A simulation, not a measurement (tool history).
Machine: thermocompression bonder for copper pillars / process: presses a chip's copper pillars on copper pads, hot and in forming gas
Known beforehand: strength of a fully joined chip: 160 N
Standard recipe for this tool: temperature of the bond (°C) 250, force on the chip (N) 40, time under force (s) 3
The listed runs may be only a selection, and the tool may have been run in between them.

run	hour	temperature of the bond (°C)	force on the chip (N)	time under force (s)	force that shears a chip off (N)
1	0.0	250	40	3	112.3
2	78.1	250	40	3	108.5
3	139.1	250	40	3	104.6
4	210.1	250	40	3	112.4
5	251.3	250	40	3	111.0
6	300.5	250	40	3	108.3
7	381.6	250	40	3	103.9
8	458.0	250	40	3	114.3
9	495.9	250	40	3	112.0
10	574.7	250	40	3	113.0
11	644.2	250	40	3	110.0
12	693.6	250	40	3	105.5
13	767.0	250	40	3	117.3
14	834.2	250	40	3	114.2
15	885.1	250	40	3	111.8
16	929.0	260	40	3	114.2
17	980.8	250	40	3	121.0
18	1028.9	250	40	3	117.0
19	1070.7	250	40	3	113.9
20	1134.7	250	40	3	111.2
21	1187.0	230	45	8	118.1
22	1232.2	250	40	5	124.7
23	1274.2	250	40	5	123.4
24	1311.0	250	40	5	120.4
25	1388.1	250	40	9	128.6
26	1471.9	250	30	2	73.5
27	1549.6	250	30	2	78.5
28	1588.2	250	30	2	76.6
29	1643.6	250	30	2	76.3
30	1729.3	229	46	2	83.5
31	1787.2	229	46	2	91.4
32	1864.3	226	40	2	76.7
33	1932.7	239	40	2	84.1
34	1970.2	239	40	2	82.6
35	2022.0	239	40	2	91.8
36	2083.0	230	27	4	75.4
37	2165.0	264	43	3	116.0
38	2203.8	243	44	6	120.8
39	2265.1	241	39	5	115.5

Withheld: 11 entries from between the runs. Position of each, and hidden state at the listed run before versus the listed run after:
After run 3, before run 4: forming gas filter changed (hour 181.5)
  true temperature of the bond over the reading, C: 7 -> 7.4; force that reaches the chip, % of what is set: 93.3 -> 93; oxide that the forming gas leaves, % of the face: 9.05 -> 1.82
  the result without the hidden state subtracted from the measured one, force that shears a chip off (N): -9.3 -> -0.9
After run 7, before run 8: forming gas filter changed (hour 440.4)
  true temperature of the bond over the reading, C: 8.4 -> 8.8; force that reaches the chip, % of what is set: 92.3 -> 92; oxide that the forming gas leaves, % of the face: 9.25 -> 1.38
  the result without the hidden state subtracted from the measured one, force that shears a chip off (N): -9.2 -> -0.1
After run 9, before run 10: force cell calibrated (hour 503.2)
  true temperature of the bond over the reading, C: 9 -> 9.5; force that reaches the chip, % of what is set: 91.9 -> 98.8; oxide that the forming gas leaves, % of the face: 3.02 -> 6.48
  the result without the hidden state subtracted from the measured one, force that shears a chip off (N): -1.9 -> -1.2
After run 12, before run 13: forming gas filter changed (hour 699.3)
  true temperature of the bond over the reading, C: 10.1 -> 10.5; force that reaches the chip, % of what is set: 98.4 -> 98.1; oxide that the forming gas leaves, % of the face: 11.3 -> 3.44
  the result without the hidden state subtracted from the measured one, force that shears a chip off (N): -6.9 -> +2.7
After run 16, before run 17: forming gas filter changed (hour 958.6)
  true temperature of the bond over the reading, C: 11.4 -> 11.6; force that reaches the chip, % of what is set: 97.5 -> 97.3; oxide that the forming gas leaves, % of the face: 9.99 -> 1.54
  the result without the hidden state subtracted from the measured one, force that shears a chip off (N): -6.3 -> +5.2
After run 20, before run 21: heater calibrated with a thermocouple chip (hour 1173.6)
  true temperature of the bond over the reading, C: 12.5 -> -0.5; force that reaches the chip, % of what is set: 96.7 -> 96.4; oxide that the forming gas leaves, % of the face: 8.05 -> 10.08
  the result without the hidden state subtracted from the measured one, force that shears a chip off (N): -2.5 -> -15.0
After run 21, before run 22: forming gas filter changed (hour 1223.4)
  true temperature of the bond over the reading, C: -0.5 -> -0.2; force that reaches the chip, % of what is set: 96.4 -> 96.3; oxide that the forming gas leaves, % of the face: 10.08 -> 0.97
  the result without the hidden state subtracted from the measured one, force that shears a chip off (N): -15.0 -> -3.0
After run 26, before run 27: forming gas filter changed (hour 1480.5)
  true temperature of the bond over the reading, C: 1 -> 1.4; force that reaches the chip, % of what is set: 95.4 -> 95; oxide that the forming gas leaves, % of the face: 10.87 -> 3.6
  the result without the hidden state subtracted from the measured one, force that shears a chip off (N): -10.8 -> -4.7
After run 30, before run 31: forming gas filter changed (hour 1739.0)
  true temperature of the bond over the reading, C: 2.4 -> 2.7; force that reaches the chip, % of what is set: 94.3 -> 94; oxide that the forming gas leaves, % of the face: 10.96 -> 2.5
  the result without the hidden state subtracted from the measured one, force that shears a chip off (N): -11.6 -> -3.8
After run 34, before run 35: forming gas filter changed (hour 1997.6)
  true temperature of the bond over the reading, C: 3.7 -> 4; force that reaches the chip, % of what is set: 93.3 -> 93.1; oxide that the forming gas leaves, % of the face: 10.08 -> 1.63
  the result without the hidden state subtracted from the measured one, force that shears a chip off (N): -10.5 -> -2.8
After run 38, before run 39: forming gas filter changed (hour 2255.1)
  true temperature of the bond over the reading, C: 5 -> 5.3; force that reaches the chip, % of what is set: 92.4 -> 92.2; oxide that the forming gas leaves, % of the face: 9.53 -> 0.96
  the result without the hidden state subtracted from the measured one, force that shears a chip off (N): -13.2 -> -1.8
